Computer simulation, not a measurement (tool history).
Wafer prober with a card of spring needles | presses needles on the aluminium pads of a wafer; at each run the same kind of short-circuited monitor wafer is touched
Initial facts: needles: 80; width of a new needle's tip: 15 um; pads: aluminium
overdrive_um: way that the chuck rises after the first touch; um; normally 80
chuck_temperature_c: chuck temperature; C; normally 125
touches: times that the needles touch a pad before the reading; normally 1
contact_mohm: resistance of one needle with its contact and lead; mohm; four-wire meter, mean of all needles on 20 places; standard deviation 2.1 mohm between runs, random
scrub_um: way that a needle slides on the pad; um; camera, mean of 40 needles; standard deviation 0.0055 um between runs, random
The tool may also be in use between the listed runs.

run 1 hour=0.0 | overdrive_um=80 chuck_temperature_c=125 touches=1 | contact_mohm=258 scrub_um=9.703
-- hour=13.7 tips cleaned on abrasive film
run 2 hour=34.0 | overdrive_um=80 chuck_temperature_c=125 touches=1 | contact_mohm=264 scrub_um=9.708
-- hour=37.8 tips cleaned on abrasive film
-- hour=65.2 tips cleaned on abrasive film
-- hour=92.7 tips cleaned on abrasive film
run 3 hour=104.9 | overdrive_um=80 chuck_temperature_c=125 touches=1 | contact_mohm=256 scrub_um=9.687
-- hour=120.4 tips cleaned on abrasive film
run 4 hour=137.1 | overdrive_um=80 chuck_temperature_c=125 touches=1 | contact_mohm=262 scrub_um=9.676
-- hour=146.2 tips cleaned on abrasive film
-- hour=173.5 tips cleaned on abrasive film
run 5 hour=191.3 | overdrive_um=80 chuck_temperature_c=125 touches=1 | contact_mohm=265 scrub_um=9.668
-- hour=199.9 tips cleaned on abrasive film
-- hour=226.1 tips cleaned on abrasive film
-- hour=254.9 tips cleaned on abrasive film
run 6 hour=265.4 | overdrive_um=80 chuck_temperature_c=125 touches=1 | contact_mohm=255 scrub_um=9.653
-- hour=280.4 tips cleaned on abrasive film
-- hour=301.3 height of the first contact set anew
-- hour=307.2 tips cleaned on abrasive film
run 7 hour=315.9 | overdrive_um=80 chuck_temperature_c=125 touches=1 | contact_mohm=256 scrub_um=9.732
-- hour=333.8 tips cleaned on abrasive film
-- hour=361.1 tips cleaned on abrasive film
-- hour=389.6 tips cleaned on abrasive film
run 8 hour=390.2 | overdrive_um=80 chuck_temperature_c=125 touches=1 | contact_mohm=247 scrub_um=9.701
-- hour=415.0 tips cleaned on abrasive film
-- hour=443.2 tips cleaned on abrasive film
run 9 hour=451.2 | overdrive_um=80 chuck_temperature_c=125 touches=1 | contact_mohm=259 scrub_um=9.696
-- hour=468.6 tips cleaned on abrasive film
run 10 hour=488.9 | overdrive_um=80 chuck_temperature_c=125 touches=1 | contact_mohm=264 scrub_um=9.685
-- hour=493.6 tips cleaned on abrasive film
-- hour=518.9 tips cleaned on abrasive film
-- hour=545.8 tips cleaned on abrasive film
run 11 hour=565.4 | overdrive_um=80 chuck_temperature_c=125 touches=1 | contact_mohm=263 scrub_um=9.663
-- hour=569.9 tips cleaned on abrasive film
-- hour=596.7 tips cleaned on abrasive film
-- hour=624.1 tips cleaned on abrasive film
run 12 hour=633.9 | overdrive_um=80 chuck_temperature_c=125 touches=1 | contact_mohm=259 scrub_um=9.645
-- hour=649.7 tips cleaned on abrasive film
-- hour=676.1 tips cleaned on abrasive film
run 13 hour=689.5 | overdrive_um=80 chuck_temperature_c=125 touches=1 | contact_mohm=261 scrub_um=9.626
-- hour=705.9 tips cleaned on abrasive film
-- hour=725.8 height of the first contact set anew
-- hour=733.6 tips cleaned on abrasive film
run 14 hour=745.0 | overdrive_um=80 chuck_temperature_c=125 touches=1 | contact_mohm=260 scrub_um=9.731
-- hour=758.7 tips cleaned on abrasive film
-- hour=785.9 tips cleaned on abrasive film
run 15 hour=797.7 | overdrive_um=80 chuck_temperature_c=125 touches=1 | contact_mohm=259 scrub_um=9.702
-- hour=812.7 tips cleaned on abrasive film
-- hour=840.9 tips cleaned on abrasive film
run 16 hour=845.6 | overdrive_um=80 chuck_temperature_c=125 touches=1 | contact_mohm=255 scrub_um=9.710
-- hour=869.5 tips cleaned on abrasive film
run 17 hour=885.6 | overdrive_um=80 chuck_temperature_c=125 touches=1 | contact_mohm=269 scrub_um=9.698
-- hour=896.6 tips cleaned on abrasive film
-- hour=922.5 tips cleaned on abrasive film
-- hour=946.6 tips cleaned on abrasive film
run 18 hour=953.9 | overdrive_um=80 chuck_temperature_c=125 touches=1 | contact_mohm=256 scrub_um=9.680
-- hour=970.6 tips cleaned on abrasive film
-- hour=994.7 tips cleaned on abrasive film
run 19 hour=1008.7 | overdrive_um=80 chuck_temperature_c=125 touches=3 | contact_mohm=250 scrub_um=9.675
-- hour=1023.8 tips cleaned on abrasive film
-- hour=1051.2 tips cleaned on abrasive film
run 20 hour=1055.0 | overdrive_um=72 chuck_temperature_c=125 touches=1 | contact_mohm=252 scrub_um=8.693
-- hour=1078.7 tips cleaned on abrasive film
run 21 hour=1097.6 | overdrive_um=66 chuck_temperature_c=125 touches=1 | contact_mohm=276 scrub_um=7.952
-- hour=1105.8 tips cleaned on abrasive film
-- hour=1131.0 tips cleaned on abrasive film
run 22 hour=1145.5 | overdrive_um=61 chuck_temperature_c=41 touches=2 | contact_mohm=251 scrub_um=7.331
-- hour=1151.7 height of the first contact set anew
-- hour=1157.7 tips cleaned on abrasive film
-- hour=1184.5 tips cleaned on abrasive film
-- hour=1213.5 tips cleaned on abrasive film
run 23 hour=1218.6 | overdrive_um=77 chuck_temperature_c=41 touches=2 | contact_mohm=235 scrub_um=9.356
-- hour=1240.9 tips cleaned on abrasive film
-- hour=1267.9 tips cleaned on abrasive film
run 24 hour=1281.6 | overdrive_um=78 chuck_temperature_c=28 touches=3 | contact_mohm=228 scrub_um=9.458
-- hour=1294.7 tips cleaned on abrasive film
-- hour=1319.6 tips cleaned on abrasive film
run 25 hour=1319.7 | overdrive_um=86 chuck_temperature_c=78 touches=2 | contact_mohm=233 scrub_um=10.419
-- hour=1344.2 tips cleaned on abrasive film
-- hour=1368.8 tips cleaned on abrasive film
run 26 hour=1368.8 | overdrive_um=88 chuck_temperature_c=60 touches=1 | contact_mohm=234 scrub_um=10.654
-- hour=1394.9 tips cleaned on abrasive film
-- hour=1419.1 tips cleaned on abrasive film
run 27 hour=1424.3 | overdrive_um=86 chuck_temperature_c=90 touches=1 | contact_mohm=250 scrub_um=10.398
-- hour=1445.4 tips cleaned on abrasive film
-- hour=1473.7 tips cleaned on abrasive film
run 28 hour=1473.7 | overdrive_um=78 chuck_temperature_c=31 touches=1 | contact_mohm=224 scrub_um=9.403
-- hour=1500.4 tips cleaned on abrasive film
-- hour=1524.9 tips cleaned on abrasive film
run 29 hour=1541.8 | overdrive_um=69 chuck_temperature_c=41 touches=2 | contact_mohm=247 scrub_um=8.309
-- hour=1551.1 tips cleaned on abrasive film
-- hour=1575.6 tips cleaned on abrasive film
-- hour=1575.9 height of the first contact set anew
-- hour=1603.6 tips cleaned on abrasive film
run 30 hour=1612.8 | overdrive_um=88 chuck_temperature_c=41 touches=3 | contact_mohm=228 scrub_um=10.691

A few steps of contact_mohm between consecutive runs. Split each: what settings, incoming material and random variation would produce without the hidden state, and what is left over for the hidden state, along with gauge scatter present in only one of the two compared results (measured, and without hidden state):
What the log doesn't record here: debris on the tips, nm; way that the needles fall short of the set height, um; tips' diameter, um; drift of the gauge itself on contact_mohm, %; drift of the gauge itself on scrub_um, %.
Run 20 -> 21: overdrive_um 72 -> 66, tips cleaned on abrasive film. contact_mohm +24 mohm: hidden state +22, all else +2.
Run 21 -> 22: overdrive_um 66 -> 61, chuck_temperature_c 125 -> 41, touches 1 -> 2, tips cleaned on abrasive film, tips cleaned on abrasive film. contact_mohm -25 mohm: hidden state -10, all else -15.
Run 22 -> 23: overdrive_um 61 -> 77, height of the first contact set anew, tips cleaned on abrasive film, tips cleaned on abrasive film, tips cleaned on abrasive film. contact_mohm -16 mohm: hidden state -13, all else -3.
Run 27 -> 28: overdrive_um 86 -> 78, chuck_temperature_c 90 -> 31, tips cleaned on abrasive film, tips cleaned on abrasive film. contact_mohm -26 mohm: hidden state -11, all else -15.
Run 28 -> 29: overdrive_um 78 -> 69, chuck_temperature_c 31 -> 41, touches 1 -> 2, tips cleaned on abrasive film, tips cleaned on abrasive film. contact_mohm +23 mohm: hidden state +18, all else +5.
